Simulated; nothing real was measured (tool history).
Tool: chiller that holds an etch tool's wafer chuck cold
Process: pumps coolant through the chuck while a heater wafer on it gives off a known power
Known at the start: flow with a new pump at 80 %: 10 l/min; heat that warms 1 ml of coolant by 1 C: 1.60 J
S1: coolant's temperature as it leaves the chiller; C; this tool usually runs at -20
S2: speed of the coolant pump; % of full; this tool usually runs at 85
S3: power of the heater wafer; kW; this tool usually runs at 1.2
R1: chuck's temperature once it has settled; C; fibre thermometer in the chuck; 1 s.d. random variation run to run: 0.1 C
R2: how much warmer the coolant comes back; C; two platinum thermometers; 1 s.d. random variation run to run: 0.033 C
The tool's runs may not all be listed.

Run 1, hour 0: usual settings. Result: R1 -6.8 C, R2 4.29 C.
Run 2, hour 35.3: usual settings. Result: R1 -6.7 C, R2 4.25 C.
Run 3, hour 69.6: usual settings. Result: R1 -6.9 C, R2 4.24 C.
Run 4, hour 101.1: usual settings but S3 0.65 kW. Result: R1 -12.9 C, R2 2.31 C.
Run 5, hour 137.5: usual settings but S3 0.65 kW. Result: R1 -13.1 C, R2 2.27 C.
Run 6, hour 167.1: usual settings but S3 0.65 kW. Result: R1 -13 C, R2 2.28 C.
Run 7, hour 195.6: usual settings but S3 0.65 kW. Result: R1 -13 C, R2 2.33 C.
Run 8, hour 231.2: usual settings. Result: R1 -6.6 C, R2 4.26 C.
Run 9, hour 249.9: usual settings. Result: R1 -6.8 C, R2 4.22 C.
Run 10, hour 265.2: usual settings. Result: R1 -6.5 C, R2 4.19 C.
Run 11, hour 290.8: usual settings. Result: R1 -6.6 C, R2 4.24 C.
Run 12, hour 323.6: usual settings. Result: R1 -6.8 C, R2 4.25 C.
Run 13, hour 347.4: usual settings but S3 1.245 kW. Result: R1 -6.3 C, R2 4.37 C.
Run 14, hour 382.7: usual settings but S3 0.75 kW. Result: R1 -11.8 C, R2 2.74 C.
Run 15, hour 399: usual settings but S3 0.75 kW. Result: R1 -11.7 C, R2 2.67 C.
Run 16, hour 417.6: usual settings but S3 0.75 kW. Result: R1 -11.7 C, R2 2.7 C.
Run 17, hour 437.5: usual settings but S2 74 % of full, S3 0.75 kW. Result: R1 -11 C, R2 3.05 C.
Run 18, hour 459.2: usual settings but S1 -28 C, S2 74 % of full, S3 0.75 kW. Result: R1 -19.1 C, R2 3.1 C.
Run 19, hour 479.8: usual settings but S1 -28 C, S2 74 % of full, S3 0.75 kW. Result: R1 -19 C, R2 3.06 C.
Run 20, hour 502: usual settings but S1 -28 C, S2 74 % of full, S3 0.75 kW. Result: R1 -19.1 C, R2 3.03 C.
Run 21, hour 527.9: usual settings but S1 -28 C, S2 74 % of full, S3 0.75 kW. Result: R1 -19.1 C, R2 3.06 C.
Run 22, hour 543.9: usual settings but S1 -14 C, S2 80 % of full. Result: R1 -0.1 C, R2 4.57 C.
Run 23, hour 562.5: usual settings but S1 -12 C, S2 70 % of full, S3 0.772 kW. Result: R1 -2.4 C, R2 3.32 C.
Run 24, hour 578: usual settings but S1 -12 C, S2 79 % of full, S3 1.324 kW. Result: R1 3.3 C, R2 5.07 C.
Run 25, hour 613.2: usual settings but S1 -18 C, S2 93 % of full, S3 1.044 kW. Result: R1 -7.1 C, R2 3.37 C.
Run 26, hour 632.8: usual settings but S1 -25 C, S2 65 % of full, S3 1.013 kW. Result: R1 -11.9 C, R2 4.78 C.
Run 27, hour 654: usual settings but S2 77 % of full, S3 1.204 kW. Result: R1 -5.9 C, R2 4.73 C.
Run 28, hour 677.7: usual settings but S2 81 % of full, S3 0.938 kW. Result: R1 -9.3 C, R2 3.52 C.
Run 29, hour 704.8: usual settings but S2 81 % of full, S3 0.938 kW. Result: R1 -9.4 C, R2 3.52 C.
Run 30, hour 733.5: usual settings but S2 81 % of full, S3 0.938 kW. Result: R1 -9.2 C, R2 3.45 C.
Run 31, hour 770.1: usual settings. Result: R1 -6.8 C, R2 4.22 C.
Run 32, hour 787.1: usual settings but S2 73 % of full, S3 1.137 kW. Result: R1 -5.9 C, R2 4.77 C.

Below are 3 alternative next runs, each starting from the tool's condition after run 32. Predict each:
Run A, hour 810.1: usual settings but S1 -12 C, S2 73 % of full, S3 1.553 kW. Result: R1 ?, R2 ?.
Run B, hour 810.1: usual settings but S2 81 % of full, S3 0.854 kW. Result: R1 ?, R2 ?.
Run C, hour 810.1: usual settings but S2 68 % of full. Result: R1 ?, R2 ?.

run     R1    R2
  A    7.1  6.43
  B  -10.4  3.19
  C   -4.5  5.32
What these runs would have given with no unlogged condition in the tool:
run     R1    R2
  A    5.9  6.37
  B  -10.8  3.16
  C   -5.4  5.27
